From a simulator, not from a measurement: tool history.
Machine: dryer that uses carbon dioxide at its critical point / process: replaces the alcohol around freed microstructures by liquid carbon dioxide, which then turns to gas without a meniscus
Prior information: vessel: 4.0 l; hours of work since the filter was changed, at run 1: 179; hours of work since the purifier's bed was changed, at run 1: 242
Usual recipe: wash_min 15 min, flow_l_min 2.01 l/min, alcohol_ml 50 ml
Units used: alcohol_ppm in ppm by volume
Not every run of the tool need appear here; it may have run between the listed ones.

| run | day | wash_min | flow_l_min | alcohol_ml | hours of work since the filter was changed | hours of work since the purifier's bed was changed | alcohol_ppm |
|---|---|---|---|---|---|---|---|
| 1 | 0 | 15 | 2.01 | 50 | 179 | 242 | 53 |
| 2 | 0.362 | 15 | 2.01 | 50 | 186 | 249 | 54 |
| 3 | 0.642 | 15 | 2.01 | 50 | 192 | 254 | 61 |
|  | 0.95 | inlet filter changed |
| 4 | 0.95 | 15 | 2.01 | 50 | 0 | 259 | 45 |
| 5 | 1.212 | 15 | 2.01 | 50 | 5 | 264 | 51 |
| 6 | 1.421 | 15 | 1.92 | 50 | 9 | 268 | 47 |
| 7 | 1.625 | 15 | 2.01 | 50 | 13 | 272 | 44 |
| 8 | 1.862 | 15 | 2.01 | 24 | 17 | 277 | 40 |
| 9 | 2.104 | 15 | 2.01 | 24 | 22 | 281 | 46 |
| 10 | 2.283 | 15 | 2.01 | 24 | 25 | 285 | 36 |
| 11 | 2.475 | 15 | 2.01 | 50 | 29 | 288 | 56 |
| 12 | 2.896 | 15 | 2.01 | 50 | 37 | 296 | 48 |
| 13 | 3.221 | 15 | 2.01 | 50 | 43 | 302 | 57 |
| 14 | 3.412 | 15 | 2.01 | 50 | 47 | 306 | 65 |
| 15 | 3.696 | 21 | 2.01 | 50 | 52 | 311 | 43 |
| 16 | 3.946 | 17 | 2.01 | 50 | 57 | 316 | 49 |
| 17 | 4.158 | 17 | 2.01 | 50 | 61 | 320 | 55 |
| 18 | 4.379 | 15 | 2.01 | 50 | 65 | 324 | 60 |
| 19 | 4.679 | 11 | 2.01 | 50 | 71 | 330 | 126 |
| 20 | 5.033 | 11 | 2.01 | 50 | 77 | 337 | 122 |
| 21 | 5.346 | 11 | 2.01 | 50 | 83 | 343 | 127 |
| 22 | 5.633 | 11 | 2.01 | 50 | 89 | 348 | 131 |
| 23 | 5.942 | 11 | 2.01 | 50 | 95 | 354 | 145 |
| 24 | 6.358 | 11 | 2.01 | 50 | 103 | 362 | 142 |
| 25 | 6.712 | 12 | 2.01 | 101 | 109 | 369 | 169 |
| 26 | 6.9 | 12 | 2.01 | 101 | 113 | 372 | 171 |
| 27 | 7.129 | 14 | 2.01 | 50 | 117 | 376 | 76 |
| 28 | 7.475 | 18 | 1.33 | 69 | 124 | 383 | 147 |
| 29 | 7.8 | 15 | 3.25 | 29 | 130 | 389 | 54 |
| 30 | 8.004 | 19 | 3.16 | 50 | 134 | 393 | 52 |
| 31 | 8.275 | 9 | 2.01 | 53 | 139 | 398 | 306 |
| 32 | 8.646 | 20 | 1.23 | 42 | 146 | 405 | 106 |
| 33 | 8.862 | 9 | 2.48 | 80 | 150 | 409 | 203 |
| 34 | 9.142 | 16 | 2.8 | 29 | 155 | 415 | 57 |
| 35 | 9.333 | 15 | 3.09 | 114 | 159 | 418 | 51 |
| 36 | 9.575 | 15 | 3.09 | 114 | 164 | 423 | 47 |
| 37 | 9.979 | 23 | 2.21 | 36 | 171 | 431 | 58 |
| 38 | 10.254 | 10 | 2.13 | 104 | 176 | 436 | 319 |
| 39 | 10.446 | 10 | 2.13 | 104 | 180 | 439 | 317 |
| 40 | 10.767 | 10 | 3.36 | 85 | 186 | 445 | 74 |
| 41 | 10.942 | 10 | 3.12 | 35 | 189 | 449 | 71 |
|  | 11.354 | inlet filter changed |
| 42 | 11.375 | 10 | 3.12 | 35 | 0 | 456 | 65 |
| 43 | 11.667 | 14 | 2.21 | 50 | 6 | 462 | 64 |
| 44 | 11.988 | 14 | 2.21 | 30 | 12 | 468 | 63 |
| 45 | 12.192 | 14 | 2.21 | 30 | 16 | 472 | 61 |
| 46 | 12.525 | 14 | 2.21 | 30 | 22 | 478 | 70 |
| 47 | 12.879 | 20 | 2.65 | 47 | 29 | 485 | 60 |
| 48 | 13.071 | 20 | 2.65 | 47 | 33 | 488 | 71 |

Alternative continuations, all from the tool just after run 48; predict every row:
| A | 13.246 | 20 | 2 | 47 | 36 | 492 | ? |
| B | 13.246 | 20 | 2.58 | 36 | 36 | 492 | ? |
| C | 13.246 | 20 | 1.48 | 47 | 36 | 492 | ? |

| run | alcohol_ppm |
|---|---|
| A | 67 |
| B | 57 |
| C | 82 |
With the hidden condition removed and each run's random variation left untouched, the same runs would have given:
| run | alcohol_ppm |
|---|---|
| A | 7 |
| B | 0 |
| C | 21 |
